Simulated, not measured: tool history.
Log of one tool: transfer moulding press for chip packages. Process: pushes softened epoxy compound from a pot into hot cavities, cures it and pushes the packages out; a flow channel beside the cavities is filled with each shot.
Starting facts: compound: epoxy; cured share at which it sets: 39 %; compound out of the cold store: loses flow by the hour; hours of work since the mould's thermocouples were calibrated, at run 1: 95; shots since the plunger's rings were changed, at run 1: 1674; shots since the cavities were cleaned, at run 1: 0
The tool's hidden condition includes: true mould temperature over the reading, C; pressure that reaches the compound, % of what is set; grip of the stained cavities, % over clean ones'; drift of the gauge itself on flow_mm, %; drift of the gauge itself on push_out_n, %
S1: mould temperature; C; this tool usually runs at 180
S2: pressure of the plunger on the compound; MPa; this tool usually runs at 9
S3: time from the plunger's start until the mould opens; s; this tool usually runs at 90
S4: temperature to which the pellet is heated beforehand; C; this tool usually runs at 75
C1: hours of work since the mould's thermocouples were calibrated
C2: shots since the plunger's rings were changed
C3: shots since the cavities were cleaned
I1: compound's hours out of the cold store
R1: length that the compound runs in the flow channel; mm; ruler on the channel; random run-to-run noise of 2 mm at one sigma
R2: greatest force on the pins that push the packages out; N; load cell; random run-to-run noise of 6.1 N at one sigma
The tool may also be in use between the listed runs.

{"run": 1, "day": 0.0, "S1": 180, "S2": 9, "S3": 90, "S4": 75, "C1": 95, "C2": 1674, "C3": 0, "I1": 22.3, "R1": 599, "R2": 225}
{"run": 2, "day": 0.271, "S1": 180, "S2": 9, "S3": 78, "S4": 75, "C1": 99, "C2": 1748, "C3": 74, "I1": 16.9, "R1": 605, "R2": 290}
{"run": 3, "day": 0.567, "S1": 180, "S2": 9, "S3": 90, "S4": 75, "C1": 103, "C2": 1829, "C3": 155, "I1": 42.3, "R1": 555, "R2": 234}
{"run": 4, "day": 0.846, "S1": 180, "S2": 9, "S3": 90, "S4": 75, "C1": 107, "C2": 1904, "C3": 230, "I1": 10.7, "R1": 617, "R2": 247}
{"run": 5, "day": 1.05, "S1": 180, "S2": 9, "S3": 94, "S4": 75, "C1": 110, "C2": 1961, "C3": 287, "I1": 9.8, "R1": 625, "R2": 223}
{"run": 6, "day": 1.404, "S1": 180, "S2": 9, "S3": 90, "S4": 75, "C1": 115, "C2": 2057, "C3": 383, "I1": 23.9, "R1": 588, "R2": 231}
{"run": 7, "day": 1.729, "S1": 180, "S2": 9, "S3": 90, "S4": 75, "C1": 120, "C2": 2147, "C3": 473, "I1": 22.2, "R1": 591, "R2": 240}
{"run": 8, "day": 1.975, "S1": 180, "S2": 9, "S3": 90, "S4": 75, "C1": 123, "C2": 2213, "C3": 539, "I1": 44.3, "R1": 548, "R2": 234}
{"day": 2.171, "done": "cavities cleaned with cleaning compound and waxed"}
{"run": 9, "day": 2.254, "S1": 180, "S2": 9, "S3": 90, "S4": 70, "C1": 126, "C2": 2273, "C3": 24, "I1": 23.2, "R1": 594, "R2": 234}
{"run": 10, "day": 2.575, "S1": 180, "S2": 9, "S3": 90, "S4": 75, "C1": 131, "C2": 2360, "C3": 111, "I1": 13.1, "R1": 619, "R2": 243}
{"run": 11, "day": 2.858, "S1": 180, "S2": 9, "S3": 90, "S4": 75, "C1": 135, "C2": 2438, "C3": 189, "I1": 27.1, "R1": 586, "R2": 234}
{"run": 12, "day": 3.05, "S1": 182, "S2": 9, "S3": 90, "S4": 75, "C1": 138, "C2": 2490, "C3": 241, "I1": 30.5, "R1": 571, "R2": 236}
{"run": 13, "day": 3.425, "S1": 182, "S2": 9, "S3": 90, "S4": 75, "C1": 143, "C2": 2593, "C3": 344, "I1": 29.1, "R1": 575, "R2": 232}
{"run": 14, "day": 3.812, "S1": 182, "S2": 9, "S3": 90, "S4": 75, "C1": 149, "C2": 2699, "C3": 450, "I1": 16, "R1": 605, "R2": 229}
{"run": 15, "day": 4.183, "S1": 182, "S2": 9, "S3": 90, "S4": 75, "C1": 154, "C2": 2800, "C3": 551, "I1": 37.8, "R1": 555, "R2": 236}
{"day": 4.346, "done": "cavities cleaned with cleaning compound and waxed"}
{"run": 16, "day": 4.446, "S1": 180, "S2": 9.59, "S3": 90, "S4": 75, "C1": 157, "C2": 2855, "C3": 27, "I1": 14, "R1": 638, "R2": 222}
{"run": 17, "day": 4.8, "S1": 185, "S2": 9, "S3": 90, "S4": 72, "C1": 162, "C2": 2951, "C3": 123, "I1": 46.7, "R1": 534, "R2": 216}
{"run": 18, "day": 5.05, "S1": 185, "S2": 9, "S3": 90, "S4": 72, "C1": 166, "C2": 3020, "C3": 192, "I1": 37.3, "R1": 549, "R2": 217}
{"run": 19, "day": 5.358, "S1": 185, "S2": 9, "S3": 90, "S4": 72, "C1": 170, "C2": 3105, "C3": 277, "I1": 12.2, "R1": 605, "R2": 216}
{"run": 20, "day": 5.683, "S1": 178, "S2": 9, "S3": 98, "S4": 75, "C1": 175, "C2": 3193, "C3": 365, "I1": 29.5, "R1": 585, "R2": 231}
{"run": 21, "day": 6.012, "S1": 173, "S2": 10.29, "S3": 98, "S4": 82, "C1": 179, "C2": 3283, "C3": 455, "I1": 39.5, "R1": 619, "R2": 262}
{"run": 22, "day": 6.292, "S1": 182, "S2": 7.09, "S3": 102, "S4": 74, "C1": 184, "C2": 3360, "C3": 532, "I1": 13.7, "R1": 540, "R2": 230}
{"day": 6.529, "done": "cavities cleaned with cleaning compound and waxed"}
{"run": 23, "day": 6.571, "S1": 175, "S2": 7.09, "S3": 102, "S4": 68, "C1": 187, "C2": 3419, "C3": 12, "I1": 41.7, "R1": 505, "R2": 235}
{"run": 24, "day": 6.8, "S1": 175, "S2": 7.09, "S3": 102, "S4": 68, "C1": 190, "C2": 3482, "C3": 75, "I1": 9.4, "R1": 570, "R2": 251}
{"run": 25, "day": 7.15, "S1": 174, "S2": 9.01, "S3": 94, "S4": 71, "C1": 195, "C2": 3577, "C3": 170, "I1": 37.4, "R1": 577, "R2": 284}
{"day": 7.379, "done": "plunger's sealing rings changed"}
{"run": 26, "day": 7.55, "S1": 180, "S2": 9, "S3": 99, "S4": 81, "C1": 199, "C2": 46, "C3": 250, "I1": 46.6, "R1": 548, "R2": 222}
{"run": 27, "day": 7.833, "S1": 172, "S2": 10.18, "S3": 72, "S4": 77, "C1": 203, "C2": 124, "C3": 328, "I1": 45.1, "R1": 602, "R2": 501}
{"run": 28, "day": 8.112, "S1": 172, "S2": 10.18, "S3": 72, "S4": 77, "C1": 207, "C2": 200, "C3": 404, "I1": 15.9, "R1": 678, "R2": 558}
{"run": 29, "day": 8.338, "S1": 179, "S2": 7.46, "S3": 118, "S4": 75, "C1": 210, "C2": 262, "C3": 466, "I1": 47.1, "R1": 497, "R2": 217}

Branching from run 29: 4 alternative next runs. What would each branch give?
{"run": "A", "day": 8.558, "S1": 179, "S2": 9.6, "S3": 118, "S4": 68, "C1": 214, "C2": 323, "C3": 527, "I1": 26.3, "R1": "?", "R2": "?"}
{"run": "B", "day": 8.558, "S1": 186, "S2": 9, "S3": 99, "S4": 71, "C1": 214, "C2": 323, "C3": 527, "I1": 14.8, "R1": "?", "R2": "?"}
{"run": "C", "day": 8.558, "S1": 187, "S2": 9, "S3": 121, "S4": 78, "C1": 214, "C2": 323, "C3": 527, "I1": 26.9, "R1": "?", "R2": "?"}
{"run": "D", "day": 8.558, "S1": 185, "S2": 6.83, "S3": 118, "S4": 84, "C1": 214, "C2": 323, "C3": 527, "I1": 45.5, "R1": "?", "R2": "?"}

run=A R1=610 R2=209
run=B R1=594 R2=228
run=C R1=566 R2=224
run=D R1=468 R2=221
What these runs would have given with no unlogged condition in the tool:
run=A R1=610 R2=206
run=B R1=594 R2=225
run=C R1=567 R2=220
run=D R1=468 R2=218
